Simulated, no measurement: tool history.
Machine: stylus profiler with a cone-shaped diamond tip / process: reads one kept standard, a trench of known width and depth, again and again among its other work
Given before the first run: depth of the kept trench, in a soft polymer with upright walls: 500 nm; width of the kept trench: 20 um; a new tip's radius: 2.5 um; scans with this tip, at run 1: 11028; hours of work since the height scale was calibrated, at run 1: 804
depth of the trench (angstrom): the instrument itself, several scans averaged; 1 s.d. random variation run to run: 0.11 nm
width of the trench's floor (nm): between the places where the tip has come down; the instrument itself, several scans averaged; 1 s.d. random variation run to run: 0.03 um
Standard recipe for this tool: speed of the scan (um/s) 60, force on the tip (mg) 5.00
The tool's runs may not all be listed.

run     day  speed of the scan (um/s)  force on the tip (mg)  scans with this tip  hours of work since the height scale was calibrated  depth of the trench (angstrom)  width of the trench's floor (nm)
  1   0.000                        60                   5.00                11028                                                  804                          5106.9                             16700
  2   0.762                        91                   5.00                11137                                                  811                          5105.9                             16630
  3   1.354                        91                   5.00                11220                                                  818                          5106.7                             16610
  4   2.192                       143                   5.00                11339                                                  826                          5106.1                             16440
  5   3.258                        60                   2.27                11490                                                  837                          5064.6                             16650
  6   3.842                        60                   5.49                11573                                                  843                          5115.5                             16690
  7   5.046                        23                   5.00                11743                                                  856                          5104.6                             16830
  8   5.996                        38                  14.03                11878                                                  865                          5209.7                             16900
  9   7.088                        38                  14.03                12033                                                  877                          5212.0                             16890
 10   7.671                        18                  13.35                12115                                                  883                          5204.0                             16940
 11   8.762                        18                  13.35                12270                                                  894                          5203.2                             17030
 12   9.488                        35                   3.45                12372                                                  901                          5083.0                             16800
 13  10.250                        54                   2.11                12481                                                  909                          5059.2                             16650
 14  10.979                        18                   2.16                12583                                                  917                          5059.9                             16860

Each row is a separate what-if for the run after 14, all from the same tool condition, not one after another. Results?
  A  11.642                        62                   2.16                12678                                                  924                               ?                                 ?
  B  11.642                       190                  10.71                12678                                                  924                               ?                                 ?
  C  11.642                        24                  11.52                12678                                                  924                               ?                                 ?
  D  11.642                        61                   2.27                12678                                                  924                               ?                                 ?
  E  11.642                       112                  11.25                12678                                                  924                               ?                                 ?

run  depth of the trench (angstrom)  width of the trench's floor (nm)
  A                          5060.0                             16600
  B                          5176.7                             16470
  C                          5185.6                             16930
  D                          5062.6                             16600
  E                          5183.2                             16660
Without the tool's unlogged condition, the same runs would have read:
run  depth of the trench (angstrom)  width of the trench's floor (nm)
  A                          5059.9                             16620
  B                          5176.7                             16480
  C                          5185.5                             16940
  D                          5062.5                             16620
  E                          5183.1                             16680
